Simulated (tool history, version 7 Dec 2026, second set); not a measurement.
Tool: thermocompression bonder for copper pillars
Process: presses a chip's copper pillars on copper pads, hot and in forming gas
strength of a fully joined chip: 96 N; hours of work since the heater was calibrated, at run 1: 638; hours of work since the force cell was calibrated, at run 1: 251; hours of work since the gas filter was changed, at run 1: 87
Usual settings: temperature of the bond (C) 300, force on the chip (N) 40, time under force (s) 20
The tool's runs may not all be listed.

run   hour  temperature of the bond (C)  force on the chip (N)  time under force (s)  hours of work since the heater was calibrated  hours of work since the force cell was calibrated  hours of work since the gas filter was changed  force that shears a chip off (N)
  1      0                          300                     40                    20                                            638                                                251                                              87                              44.6
  2    9.4                          300                     40                    20                                            644                                                257                                              92                              44.5
  3   19.3                          300                     40                    20                                            650                                                263                                              99                              44.1
  4   28.3                          300                     40                    20                                            656                                                269                                             104                              44.2
  5   34.4                          300                     40                    20                                            660                                                273                                             108                              44.2
  6   42.3                          300                     40                    20                                            665                                                278                                             113                              43.9
  7   48.4                          300                     40                    20                                            669                                                281                                             117                              43.6
  8   57.9                          300                     40                    20                                            674                                                287                                             123                              44.4
  9   63.2                          300                     40                    20                                            678                                                291                                             126                              43.9
 10   70.3                          300                     40                    12                                            682                                                295                                             130                              36.5
 11   78.1                          300                     40                    12                                            687                                                300                                             135                              36.6
 12   86.8                          300                     40                    12                                            693                                                305                                             141                              36.3
 13   92.6                          300                     40                    12                                            696                                                309                                             144                              36.3
 14   97.2                          300                     40                    12                                            699                                                312                                             147                              36.6
 15  104.1                          300                     40                    20                                            703                                                316                                             152                                44
 16  111.1                          300                     25                    20                                            708                                                321                                             156                              25.3
 17  116.9                          300                     25                    20                                            711                                                324                                             160                              25.8
 18  124.6                          300                     25                    43                                            716                                                329                                             164                              34.2
 19  135.1                          319                     44                    20                                            723                                                336                                             171                              58.9
 20  143.1                          319                     44                    20                                            728                                                341                                             176                              58.6
 21  149.5                          319                     24                    19                                            732                                                345                                             180                              30.6
 22  155.2                          279                     40                    51                                            735                                                348                                             184                              46.1
 23  164.4                          321                     34                    48                                            741                                                354                                             189                              61.8
 24  172.7                          294                     32                    48                                            746                                                359                                             194                              43.6
 25  177.2                          304                     38                    12                                            749                                                362                                             197                              36.2
 26  182.3                          274                     52                    17                                            752                                                365                                             200                              38.1
 27  191.7                          300                     57                    20                                            758                                                371                                             206                              60.8
 28  198.4                          300                     40                    18                                            762                                                375                                             211                              41.9
 29  203.7                          283                     31                    17                                            766                                                378                                             214                                23
 30  209.6                          283                     31                    17                                            769                                                382                                             218                              23.4
 31  214.7                          283                     31                    17                                            773                                                385                                             221                              23.2
 32  220.3                          304                     59                    51                                            776                                                389                                             224                              77.8
 33  227.6                          304                     59                    51                                            781                                                393                                             229                                78
 34  233.1                          304                     59                    51                                            784                                                397                                             232                                78
 35  241.5                          325                     39                    20                                            789                                                402                                             237                              55.5
 36  247.1                          325                     39                    20                                            793                                                406                                             241                              55.9

3 ways to go on from here, each from the tool as it stands after run 36. What would each give?
  A  253.1                          286                     27                    22                                            796                                                409                                             245                                 ?
  B  253.1                          300                     42                    33                                            796                                                409                                             245                                 ?
  C  253.1                          300                     40                    23                                            796                                                409                                             245                                 ?

run  force that shears a chip off (N)
  A                              23.3
  B                              53.5
  C                              45.7
Without the tool's hidden state the same runs would have given:
run  force that shears a chip off (N)
  A                              22.2
  B                              52.8
  C                              44.7

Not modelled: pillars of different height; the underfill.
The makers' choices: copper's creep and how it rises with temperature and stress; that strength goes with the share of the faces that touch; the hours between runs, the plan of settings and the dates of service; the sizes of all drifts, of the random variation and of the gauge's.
